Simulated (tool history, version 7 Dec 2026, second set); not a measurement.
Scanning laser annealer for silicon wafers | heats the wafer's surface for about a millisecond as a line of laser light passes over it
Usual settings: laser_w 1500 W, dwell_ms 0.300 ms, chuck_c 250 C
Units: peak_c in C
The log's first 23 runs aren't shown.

run     day  laser_w  dwell_ms  chuck_c  hours of work since the window was cleaned  hours of work since the power meter was calibrated  hours of work since the optics were aligned  peak_c
 24  27.333     1597     0.279      250                                         697                                                 477                                         1130    1083
 25  28.542     1597     0.279      250                                         713                                                 493                                         1146    1081
 26  29.521     1614     0.212      270                                         725                                                 505                                         1158     993
 27  30.612     1434     0.376      264                                         739                                                 519                                         1172    1140
     31.492  -- window over the wafer cleaned
 28  32.129     1507     0.304      214                                           8                                                 537                                         1190    1034
     33.238  -- optics aligned, line set to its width
 29  33.475     1478     0.311      214                                          22                                                 552                                            3    1029
 30  35.029     1410     0.255      272                                          42                                                 571                                           23     969
 31  36.438     1377     0.380      241                                          60                                                 589                                           41    1084
 32  37.179     1377     0.380      241                                          69                                                 599                                           50    1085
 33  38.217     1348     0.300      239                                          83                                                 612                                           63     966
 34  39.600     1348     0.300      239                                         100                                                 629                                           81     963
 35  40.400     1354     0.265      250                                         110                                                 639                                           91     931
 36  41.871     1354     0.265      250                                         129                                                 658                                          109     931

Forecast each of these 5 alternatives for the next run:
  A  42.892     1500     0.216      262                                         142                                                 671                                          122       ?
  B  42.892     1579     0.303      277                                         142                                                 671                                          122       ?
  C  42.892     1333     0.276      253                                         142                                                 671                                          122       ?
  D  42.892     1299     0.243      250                                         142                                                 671                                          122       ?
  E  42.892     1305     0.304      220                                         142                                                 671                                          122       ?

run  peak_c
  A     939
  B    1138
  C     939
  D     871
  E     927
Without the tool's hidden state the same runs would have given:
run  peak_c
  A     939
  B    1138
  C     939
  D     871
  E     927
